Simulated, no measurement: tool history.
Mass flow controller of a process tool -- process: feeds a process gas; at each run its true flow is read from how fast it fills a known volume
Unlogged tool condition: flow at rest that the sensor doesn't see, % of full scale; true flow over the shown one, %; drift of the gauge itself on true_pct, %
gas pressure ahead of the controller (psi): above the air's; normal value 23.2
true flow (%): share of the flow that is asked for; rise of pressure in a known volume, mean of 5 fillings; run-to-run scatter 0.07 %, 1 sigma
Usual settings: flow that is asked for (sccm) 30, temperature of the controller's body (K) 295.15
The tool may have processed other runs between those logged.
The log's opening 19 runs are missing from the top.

run    hour  flow that is asked for (sccm)  gas pressure ahead of the controller (psi)  temperature of the controller's body (K)  hours of work since the controller was set to zero  hours of work since the controller was changed  true flow (%)
 20  1816.8                             48                                        23.2                                    297.15                                                1553                                            1553          97.64
 21  1935.8                             41                                        21.3                                    303.15                                                1593                                            1593          96.95
 22  2004.1                             49                                        35.0                                    303.15                                                1616                                            1616          96.57
 23  2127.2                             49                                        35.0                                    303.15                                                1659                                            1659          96.59
 24  2216.3                             49                                        35.0                                    303.15                                                1689                                            1689          96.47
 25  2335.9                             49                                        35.0                                    303.15                                                1730                                            1730          96.37
 26  2417.5                             49                                        35.0                                    303.15                                                1758                                            1758          96.37
 27  2493.3                             30                                        21.6                                    295.15                                                1784                                            1784          96.98
     2590.8  -- gauge calibrated
 28  2636.4                             30                                        21.6                                    295.15                                                1832                                            1832          98.27
 29  2762.5                             30                                        21.6                                    295.15                                                1875                                            1875          98.13
 30  2866.8                             43                                        23.6                                    306.15                                                1911                                            1911          97.47
 31  2988.3                             43                                        23.6                                    306.15                                                1953                                            1953          97.40
 32  3068.9                             45                                        33.6                                    310.15                                                1980                                            1980          96.57
 33  3214.3                             30                                        36.0                                    297.15                                                2030                                            2030          97.12
 34  3317.5                             22                                        27.4                                    302.15                                                2065                                            2065          96.69

Below are 5 alternative next runs, each starting from the tool's condition after run 34. Predict each:
  A  3443.3                             81                                        27.4                                    302.15                                                2108                                            2108              ?
  B  3443.3                             11                                        25.2                                    298.15                                                2108                                            2108              ?
  C  3443.3                             84                                        27.4                                    294.15                                                2108                                            2108              ?
  D  3443.3                             30                                        27.6                                    295.15                                                2108                                            2108              ?
  E  3443.3                             18                                        29.6                                    302.15                                                2108                                            2108              ?

run  true flow (%)
  A          98.68
  B          96.77
  C          99.62
  D          97.61
  E          96.41
Without the tool's unlogged condition, the same runs would have read:
run  true flow (%)
  A          99.13
  B          97.22
  C         100.08
  D          98.06
  E          96.86
